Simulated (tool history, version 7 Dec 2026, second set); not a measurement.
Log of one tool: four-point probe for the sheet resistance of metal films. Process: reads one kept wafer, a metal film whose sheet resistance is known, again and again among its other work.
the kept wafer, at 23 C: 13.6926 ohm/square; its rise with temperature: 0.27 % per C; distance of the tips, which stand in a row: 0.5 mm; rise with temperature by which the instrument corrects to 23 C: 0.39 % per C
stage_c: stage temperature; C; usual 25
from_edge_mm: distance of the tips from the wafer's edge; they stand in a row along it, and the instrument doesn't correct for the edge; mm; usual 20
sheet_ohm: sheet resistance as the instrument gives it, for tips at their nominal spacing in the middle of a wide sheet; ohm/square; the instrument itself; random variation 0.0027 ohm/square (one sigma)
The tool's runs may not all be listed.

| run | day | stage_c | from_edge_mm | sheet_ohm |
|---|---|---|---|---|
| 1 | 0 | 25 | 20 | 13.693853 |
| 2 | 3.65 | 29 | 20 | 13.628268 |
| 3 | 8.7 | 29 | 20 | 13.627872 |
| 4 | 11.504 | 29 | 20 | 13.629991 |
| 5 | 14.396 | 29 | 20 | 13.631063 |
| 6 | 17.079 | 23 | 20 | 13.730761 |
| 7 | 22.154 | 23 | 23 | 13.728932 |
| 8 | 27.012 | 23 | 23 | 13.735017 |
| 9 | 29.375 | 23 | 23 | 13.729929 |
| 10 | 31.662 | 23 | 23 | 13.732876 |
| 11 | 35.662 | 28 | 17 | 13.663195 |
|  | 40.917 | new probe head fitted |
| 12 | 40.925 | 27 | 22 | 13.630293 |
| 13 | 44.238 | 27 | 22 | 13.638331 |
| 14 | 46.908 | 27 | 22 | 13.637933 |
| 15 | 50.321 | 23 | 7 | 13.737821 |
| 16 | 54.925 | 26 | 10 | 13.670496 |
| 17 | 58.758 | 26 | 10 | 13.67114 |
| 18 | 62.45 | 33 | 30 | 13.550213 |
| 19 | 65.1 | 33 | 30 | 13.551966 |

5 ways to go on from here, each from the tool as it stands after run 19. What would each give?
| A | 68.471 | 31 | 4 | ? |
| B | 68.471 | 18 | 6 | ? |
| C | 68.471 | 25 | 14 | ? |
| D | 68.471 | 21 | 46 | ? |
| E | 68.471 | 19 | 20 | ? |

| run | sheet_ohm |
|---|---|
| A | 13.693287 |
| B | 13.847028 |
| C | 13.688522 |
| D | 13.741506 |
| E | 13.77948 |
Without the tool's hidden state the same runs would have given:
| run | sheet_ohm |
|---|---|
| A | 13.677422 |
| B | 13.831494 |
| C | 13.672877 |
| D | 13.72596 |
| E | 13.763973 |
